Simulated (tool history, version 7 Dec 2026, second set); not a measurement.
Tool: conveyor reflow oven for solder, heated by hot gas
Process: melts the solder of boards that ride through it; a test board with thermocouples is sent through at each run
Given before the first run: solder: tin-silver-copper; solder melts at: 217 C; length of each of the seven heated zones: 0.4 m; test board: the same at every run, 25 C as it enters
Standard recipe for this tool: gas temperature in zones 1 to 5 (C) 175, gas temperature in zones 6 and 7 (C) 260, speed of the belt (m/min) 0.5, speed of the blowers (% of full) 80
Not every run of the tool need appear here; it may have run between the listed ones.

run,hour,gas temperature in zones 1 to 5 (C),gas temperature in zones 6 and 7 (C),speed of the belt (m/min),speed of the blowers (% of full),highest temperature of the board (C),time above the solder's melting point (s)
1,0,175,260,0.5,80,251.3,74.6
2,5.8,175,260,0.465,80,252.9,82.6
3,18.1,175,260,0.5,80,251.3,75
4,31.5,175,260,0.5,80,251.6,74.6
5,44.9,175,260,0.5,80,251.6,74.5
6,58.7,175,260,0.5,80,251,74.2
7,68.8,175,260,0.5,80,251.4,74.7
8,76.5,175,260,0.5,80,251.1,74.2
9,83.8,182,260,0.5,80,251.9,77.7
10,90,182,260,0.5,80,251.8,78.2
11,100.7,175,260,0.59,80,247.3,57.7
12,106.4,175,260,0.43,58,250.7,85.5
13,119.5,175,260,0.43,58,250.5,85.5
14,130.9,169,253,0.43,67,245,77.8
15,140.1,182,260,0.5,80,251.9,78.3
16,150.2,175,260,0.576,69,245.4,56.6
17,157.3,181,260,0.576,75,247.5,62.1
18,166.2,181,260,0.576,75,247.8,62.3
19,172.8,181,269,0.417,84,263.7,103.8

Here are 3 independent what-if runs from the current tool condition. What would each one return?
A,181.5,175,270,0.5,86,?,?
B,181.5,175,269,0.478,72,?,?
C,181.5,167,268,0.417,54,?,?

run,highest temperature of the board (C),time above the solder's melting point (s)
A,261.1,81.3
B,259,83.6
C,256.8,89.8
Take away the tool's hidden state, keep each run's random variation, and the runs would have read:
run,highest temperature of the board (C),time above the solder's melting point (s)
A,262.6,82.4
B,260.3,84.7
C,257.7,90.7
